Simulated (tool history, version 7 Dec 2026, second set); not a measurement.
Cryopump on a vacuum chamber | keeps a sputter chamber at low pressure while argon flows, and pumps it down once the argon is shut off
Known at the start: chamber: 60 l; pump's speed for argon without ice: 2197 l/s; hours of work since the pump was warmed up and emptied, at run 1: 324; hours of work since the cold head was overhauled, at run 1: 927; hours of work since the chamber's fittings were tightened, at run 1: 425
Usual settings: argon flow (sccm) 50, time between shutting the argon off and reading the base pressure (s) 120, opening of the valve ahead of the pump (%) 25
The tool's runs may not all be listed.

run,day,argon flow (sccm),time between shutting the argon off and reading the base pressure (s),opening of the valve ahead of the pump (%),hours of work since the pump was warmed up and emptied,hours of work since the cold head was overhauled,hours of work since the chamber's fittings were tightened,pressure while argon flows (Pa),pressure after the wait (uPa)
1,0.000,50,120,25,324,927,425,0.1568,1.11
2,1.058,50,120,25,339,942,440,0.1571,1.17
3,3.112,50,120,25,368,970,468,0.1566,1.21
4,4.346,50,120,25,385,987,485,0.1580,1.30
5,5.900,50,185,25,407,1009,507,0.1592,1.23
6,6.838,50,120,42,420,1022,520,0.0952,1.33
7,7.729,40,120,25,432,1035,533,0.1263,1.34
8,8.796,50,120,25,447,1049,547,0.1578,1.36
9,9.958,50,120,25,463,1066,564,0.1583,1.45
10,11.692,50,120,25,487,1090,588,0.1588,1.49
11,13.429,50,120,25,512,1114,612,0.1601,1.49
12,14.571,50,120,25,528,1130,628,0.1591,1.59
13,16.004,50,202,25,548,1150,648,0.1590,1.55
14,17.442,50,120,23,568,1170,668,0.1737,1.68
15,19.358,38,46,17,594,1197,695,0.1760,2.00
# day 19.758: pump warmed up, emptied and cooled again
16,21.633,38,46,17,26,1226,724,0.1716,1.82
17,22.883,50,276,22,44,1243,741,0.1753,1.52
18,24.950,50,172,21,72,1272,770,0.1848,1.63
19,26.275,53,70,27,91,1290,788,0.1524,1.83
20,27.204,53,70,55,104,1303,801,0.0772,1.84
21,28.992,48,120,23,129,1328,826,0.1623,1.83
22,30.083,31,143,30,144,1344,842,0.0808,1.77
23,31.908,31,58,41,169,1369,867,0.0585,2.01
24,33.779,96,120,26,196,1395,893,0.2880,1.89
25,35.292,96,120,26,217,1416,914,0.2923,2.00
26,37.117,96,120,26,242,1442,940,0.2893,2.06
27,38.250,96,120,26,258,1457,955,0.2907,2.15
28,39.667,96,120,26,278,1477,975,0.2918,2.15

5 ways to go on from here, each from the tool as it stands after run 28. What would each give?
A,41.567,43,120,21,304,1504,1002,?,?
B,41.567,41,140,49,304,1504,1002,?,?
C,41.567,96,21,27,304,1504,1002,?,?
D,41.567,96,41,26,304,1504,1002,?,?
E,41.567,50,40,25,304,1504,1002,?,?

run,pressure while argon flows (Pa),pressure after the wait (uPa)
A,0.1597,2.24
B,0.0663,2.17
C,0.2825,2.94
D,0.2902,2.50
E,0.1579,2.52
Without the tool's hidden state the same runs would have given:
run,pressure while argon flows (Pa),pressure after the wait (uPa)
A,0.1568,0.33
B,0.0635,0.31
C,0.2760,1.06
D,0.2837,0.61
E,0.1545,0.62

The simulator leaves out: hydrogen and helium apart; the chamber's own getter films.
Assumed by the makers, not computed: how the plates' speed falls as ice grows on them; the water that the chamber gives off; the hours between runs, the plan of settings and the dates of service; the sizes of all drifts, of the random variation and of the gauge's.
